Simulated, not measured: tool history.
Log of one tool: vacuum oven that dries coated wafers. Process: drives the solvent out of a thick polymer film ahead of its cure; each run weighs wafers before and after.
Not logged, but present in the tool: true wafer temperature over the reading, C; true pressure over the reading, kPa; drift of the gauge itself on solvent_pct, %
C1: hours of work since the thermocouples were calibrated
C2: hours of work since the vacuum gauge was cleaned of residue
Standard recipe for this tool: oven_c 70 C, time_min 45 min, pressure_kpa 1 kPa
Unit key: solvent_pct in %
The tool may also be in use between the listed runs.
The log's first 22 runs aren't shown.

run 23 hour=428.1 | oven_c=70 time_min=45 pressure_kpa=1 | C1=268 C2=1015 | solvent_pct=3.17
run 24 hour=447 | oven_c=70 time_min=61 pressure_kpa=1 | C1=283 C2=1030 | solvent_pct=1.94
run 25 hour=474.3 | oven_c=70 time_min=28 pressure_kpa=1.03 | C1=304 C2=1051 | solvent_pct=6.03
run 26 hour=486.6 | oven_c=70 time_min=53 pressure_kpa=3.25 | C1=314 C2=1061 | solvent_pct=3.5
run 27 hour=502.6 | oven_c=70 time_min=33 pressure_kpa=3.25 | C1=327 C2=1074 | solvent_pct=6.06
run 28 hour=525.9 | oven_c=70 time_min=55 pressure_kpa=3.25 | C1=345 C2=1092 | solvent_pct=3.49
run 29 hour=540.8 | oven_c=70 time_min=48 pressure_kpa=1.23 | C1=357 C2=1104 | solvent_pct=2.96
run 30 hour=561 | oven_c=70 time_min=48 pressure_kpa=1.05 | C1=373 C2=1119 | solvent_pct=2.86
run 31 hour=583 | oven_c=70 time_min=48 pressure_kpa=1.05 | C1=390 C2=1137 | solvent_pct=2.88
run 32 hour=605.8 | oven_c=70 time_min=31 pressure_kpa=1.05 | C1=408 C2=1155 | solvent_pct=5.58
run 33 hour=624 | oven_c=70 time_min=45 pressure_kpa=0.78 | C1=422 C2=1169 | solvent_pct=3.07

Run 34, settings as shown, results not yet in. Your forecast:
run 34 hour=642.4 | oven_c=70 time_min=45 pressure_kpa=0.78 | C1=436 C2=1183 | solvent_pct=?

For run 34 the tool returned solvent_pct 2.98 %.
On a tool with no hidden condition, and with the same random variation, this run would have come out at solvent_pct 2.96 %.
